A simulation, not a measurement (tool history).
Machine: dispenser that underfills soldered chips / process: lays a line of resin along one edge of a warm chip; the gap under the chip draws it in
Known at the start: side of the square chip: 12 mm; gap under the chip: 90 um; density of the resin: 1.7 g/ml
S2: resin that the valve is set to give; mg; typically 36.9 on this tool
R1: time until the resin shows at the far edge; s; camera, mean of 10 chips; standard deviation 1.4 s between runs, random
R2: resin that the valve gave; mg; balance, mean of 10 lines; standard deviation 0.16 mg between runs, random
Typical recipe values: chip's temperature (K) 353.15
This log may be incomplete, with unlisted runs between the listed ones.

Run 1, hour 0: usual settings. Result: R1 248.7 s, R2 35.28 mg.
At hour 3.7: new syringe of resin.
Run 2, hour 5.8: usual settings. Result: R1 149.4 s, R2 35.28 mg.
Run 3, hour 11.8: usual settings but chip's temperature (K) 350.15. Result: R1 209 s, R2 34.79 mg.
Run 4, hour 15.5: usual settings but chip's temperature (K) 350.15. Result: R1 242.7 s, R2 34.92 mg.
Run 5, hour 20: usual settings but chip's temperature (K) 350.15, S2 47.9 mg. Result: R1 281.2 s, R2 45.35 mg.
At hour 23.9: new syringe of resin.
Run 6, hour 27.8: usual settings but chip's temperature (K) 350.15, S2 47.9 mg. Result: R1 177 s, R2 44.93 mg.
Run 7, hour 34.2: usual settings but chip's temperature (K) 345.15. Result: R1 277.4 s, R2 34.64 mg.
Run 8, hour 40.6: usual settings but chip's temperature (K) 345.15. Result: R1 354.5 s, R2 34.31 mg.
At hour 43.9: new syringe of resin.
Run 9, hour 47.6: usual settings. Result: R1 160.3 s, R2 34.49 mg.
Run 10, hour 50.9: usual settings. Result: R1 180.2 s, R2 34.24 mg.
Run 11, hour 55.7: usual settings. Result: R1 211.4 s, R2 34.12 mg.
Run 12, hour 60: usual settings but chip's temperature (K) 347.15, S2 35.2 mg. Result: R1 312.2 s, R2 32.52 mg.
At hour 63.6: new syringe of resin.
Run 13, hour 63.9: usual settings but chip's temperature (K) 347.15, S2 35.2 mg. Result: R1 185.5 s, R2 32.24 mg.
Run 14, hour 70.9: usual settings but chip's temperature (K) 349.15, S2 36.5 mg. Result: R1 218.1 s, R2 33.47 mg.
Run 15, hour 74.4: usual settings but S2 44.2 mg. Result: R1 207.4 s, R2 40.69 mg.
Run 16, hour 79.9: usual settings but S2 44.2 mg. Result: R1 256.8 s, R2 40.56 mg.
At hour 83.8: new syringe of resin.
Run 17, hour 86.1: usual settings but chip's temperature (K) 347.15, S2 39.8 mg. Result: R1 194.1 s, R2 36.2 mg.
At hour 93.6: dispensing valve cleaned and set on the balance.
Run 18, hour 94.7: usual settings but chip's temperature (K) 347.15, S2 42.5 mg. Result: R1 252.6 s, R2 42.44 mg.
Run 19, hour 101.8: usual settings but chip's temperature (K) 340.15, S2 42 mg. Result: R1 433 s, R2 41.68 mg.
At hour 104.7: new syringe of resin.
Run 20, hour 107.9: usual settings but chip's temperature (K) 367.15, S2 39.1 mg. Result: R1 91.8 s, R2 38.89 mg.
Run 21, hour 111.7: usual settings. Result: R1 178.7 s, R2 36.5 mg.
Run 22, hour 116.8: usual settings. Result: R1 216.2 s, R2 36.44 mg.

Alternative continuations, all from the tool just after run 22; predict every row:
At hour 124.6: new syringe of resin.
Run A, hour 124.6: usual settings but S2 40.6 mg. Result: R1 ?, R2 ?.
At hour 124.6: new syringe of resin.
Run B, hour 124.6: usual settings but chip's temperature (K) 347.15, S2 38.9 mg. Result: R1 ?, R2 ?.
At hour 124.6: new syringe of resin.
Run C, hour 124.6: usual settings but chip's temperature (K) 342.15, S2 34.2 mg. Result: R1 ?, R2 ?.

run     R1     R2
  A  138.3  39.43
  B  179.3  38.16
  C  220.8   33.4
The same runs, with their run-to-run variation unchanged, on a tool lacking any hidden condition would have given:
run     R1     R2
  A    132  40.19
  B  170.9  38.89
  C  209.8  34.05
